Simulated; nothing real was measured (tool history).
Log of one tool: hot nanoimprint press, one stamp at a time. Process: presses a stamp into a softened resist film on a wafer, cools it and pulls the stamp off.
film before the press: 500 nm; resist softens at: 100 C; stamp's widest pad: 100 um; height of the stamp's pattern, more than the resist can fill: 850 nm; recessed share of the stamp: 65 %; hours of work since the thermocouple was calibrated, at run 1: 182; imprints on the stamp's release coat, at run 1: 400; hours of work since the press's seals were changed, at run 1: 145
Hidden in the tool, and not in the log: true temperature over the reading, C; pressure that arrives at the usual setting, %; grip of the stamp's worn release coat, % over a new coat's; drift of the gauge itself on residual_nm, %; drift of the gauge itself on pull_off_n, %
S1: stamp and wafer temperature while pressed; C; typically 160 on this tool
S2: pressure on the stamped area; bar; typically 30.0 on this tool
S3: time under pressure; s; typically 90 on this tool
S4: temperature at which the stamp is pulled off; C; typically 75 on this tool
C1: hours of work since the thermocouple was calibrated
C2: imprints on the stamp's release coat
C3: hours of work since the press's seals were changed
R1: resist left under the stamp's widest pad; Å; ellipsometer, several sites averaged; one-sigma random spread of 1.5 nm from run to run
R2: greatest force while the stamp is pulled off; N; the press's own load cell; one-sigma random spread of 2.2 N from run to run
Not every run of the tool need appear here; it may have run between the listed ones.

run,hour,S1,S2,S3,S4,C1,C2,C3,R1,R2
1,0.0,160,30.0,90,75,182,400,145,2525,115
2,8.6,160,30.0,90,75,188,423,151,2519,113
3,20.2,160,30.0,90,75,195,454,158,2518,114
4,31.5,160,30.0,90,75,203,484,165,2505,114
5,38.2,160,30.0,90,75,207,503,170,2500,123
6,44.1,159,30.0,90,75,211,518,174,2634,116
7,53.0,159,30.0,90,75,217,542,179,2634,120
8,63.4,160,30.0,90,75,223,571,186,2514,125
# hour 67.7: plate thermocouple calibrated
9,78.5,160,30.0,90,80,7,603,194,2573,114
10,92.2,160,30.0,111,75,16,640,203,2396,124
11,98.3,160,30.0,111,75,20,657,207,2405,126
12,112.1,160,30.0,111,75,29,694,216,2395,132
13,121.1,160,30.0,90,75,35,718,222,2603,127
14,131.8,160,30.0,92,75,42,747,229,2556,130
# hour 146.0: plate thermocouple calibrated, once more
15,146.8,160,30.0,85,75,1,779,236,2498,129
16,160.0,160,30.0,85,75,9,815,245,2503,129
17,167.1,161,30.0,109,70,14,834,250,2207,140
18,181.1,161,18.2,109,70,23,872,259,2728,139
19,193.1,160,24.3,90,75,31,904,267,2670,131
20,205.1,172,24.8,50,75,38,936,274,2269,131
21,211.8,152,30.8,68,68,43,955,279,3414,143
22,225.6,153,20.2,166,78,52,992,288,2927,128
23,232.1,153,20.2,166,78,56,1009,292,2955,132
24,241.4,153,20.2,166,78,62,1034,298,2968,130
25,251.2,153,20.2,166,78,68,1061,304,2957,131
26,260.3,153,20.2,166,78,74,1085,310,2941,131
27,269.2,159,30.0,90,75,80,1109,316,2588,136
28,275.6,161,44.5,161,66,84,1127,320,1609,152
29,283.1,161,44.5,161,66,89,1147,325,1609,157

Each row is a separate what-if for the run after 29, all from the same tool condition, not one after another. Results?
A,292.1,171,34.0,161,66,95,1171,331,?,?
B,292.1,163,24.3,161,66,95,1171,331,?,?
C,292.1,156,30.0,73,77,95,1171,331,?,?
D,292.1,161,19.1,161,66,95,1171,331,?,?

run,R1,R2
A,1253,160
B,1979,156
C,3036,137
D,2361,155
What these runs would have given with no unlogged condition in the tool:
run,R1,R2
A,1215,113
B,1929,110
C,2967,96
D,2309,109

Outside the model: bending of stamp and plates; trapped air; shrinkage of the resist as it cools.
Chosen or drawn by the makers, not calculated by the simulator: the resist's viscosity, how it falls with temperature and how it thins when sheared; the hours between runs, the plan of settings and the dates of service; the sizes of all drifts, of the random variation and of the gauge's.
